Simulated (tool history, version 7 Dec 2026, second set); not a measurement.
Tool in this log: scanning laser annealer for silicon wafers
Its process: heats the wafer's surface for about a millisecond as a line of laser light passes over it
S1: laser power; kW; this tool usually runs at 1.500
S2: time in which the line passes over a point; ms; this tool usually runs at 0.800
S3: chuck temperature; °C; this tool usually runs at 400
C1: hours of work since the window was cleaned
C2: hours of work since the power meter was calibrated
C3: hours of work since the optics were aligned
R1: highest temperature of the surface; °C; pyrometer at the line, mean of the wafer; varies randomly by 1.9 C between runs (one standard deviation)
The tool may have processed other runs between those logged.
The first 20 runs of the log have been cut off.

| run | hour | S1 | S2 | S3 | C1 | C2 | C3 | R1 |
|---|---|---|---|---|---|---|---|---|
| 21 | 485.4 | 1.634 | 0.800 | 400 | 271 | 697 | 1145 | 1292 |
| 22 | 512.5 | 1.523 | 0.984 | 372 | 286 | 712 | 1160 | 1298 |
| 23 | 531.9 | 1.523 | 0.984 | 372 | 297 | 723 | 1171 | 1300 |
| 24 | 553.3 | 1.523 | 0.919 | 375 | 309 | 735 | 1183 | 1266 |
|  | 564.1 | window over the wafer cleaned |
| 25 | 582.5 | 1.629 | 0.679 | 372 | 10 | 750 | 1198 | 1182 |
| 26 | 607.5 | 1.406 | 0.826 | 414 | 24 | 764 | 1212 | 1176 |
| 27 | 622.2 | 1.426 | 0.800 | 435 | 32 | 772 | 1220 | 1197 |
| 28 | 638.6 | 1.648 | 0.800 | 372 | 42 | 781 | 1229 | 1273 |
| 29 | 659.0 | 1.327 | 0.951 | 400 | 53 | 793 | 1240 | 1176 |
| 30 | 683.6 | 1.327 | 0.951 | 400 | 67 | 807 | 1254 | 1175 |
| 31 | 708.4 | 1.327 | 0.951 | 400 | 81 | 820 | 1268 | 1176 |
| 32 | 723.3 | 1.327 | 0.951 | 400 | 89 | 829 | 1276 | 1172 |
| 33 | 742.9 | 1.620 | 0.745 | 432 | 100 | 840 | 1287 | 1280 |
| 34 | 757.6 | 1.427 | 0.800 | 417 | 108 | 848 | 1296 | 1178 |
| 35 | 772.1 | 1.427 | 0.800 | 417 | 116 | 856 | 1304 | 1177 |
| 36 | 789.3 | 1.500 | 0.630 | 389 | 126 | 866 | 1313 | 1092 |
| 37 | 808.8 | 1.439 | 0.604 | 427 | 137 | 877 | 1324 | 1080 |
| 38 | 833.2 | 1.444 | 0.949 | 413 | 150 | 890 | 1338 | 1267 |
| 39 | 848.3 | 1.500 | 0.898 | 400 | 159 | 899 | 1346 | 1264 |

Branching from run 39: 4 alternative next runs. What would each branch give?
| A | 876.0 | 1.375 | 0.898 | 400 | 174 | 914 | 1362 | ? |
| B | 876.0 | 1.468 | 0.874 | 430 | 174 | 914 | 1362 | ? |
| C | 876.0 | 1.484 | 0.848 | 421 | 174 | 914 | 1362 | ? |
| D | 876.0 | 1.364 | 0.898 | 364 | 174 | 914 | 1362 | ? |

| run | R1 |
|---|---|
| A | 1181 |
| B | 1261 |
| C | 1244 |
| D | 1138 |
With no hidden state in the tool, these same runs would have given:
| run | R1 |
|---|---|
| A | 1182 |
| B | 1262 |
| C | 1245 |
| D | 1139 |

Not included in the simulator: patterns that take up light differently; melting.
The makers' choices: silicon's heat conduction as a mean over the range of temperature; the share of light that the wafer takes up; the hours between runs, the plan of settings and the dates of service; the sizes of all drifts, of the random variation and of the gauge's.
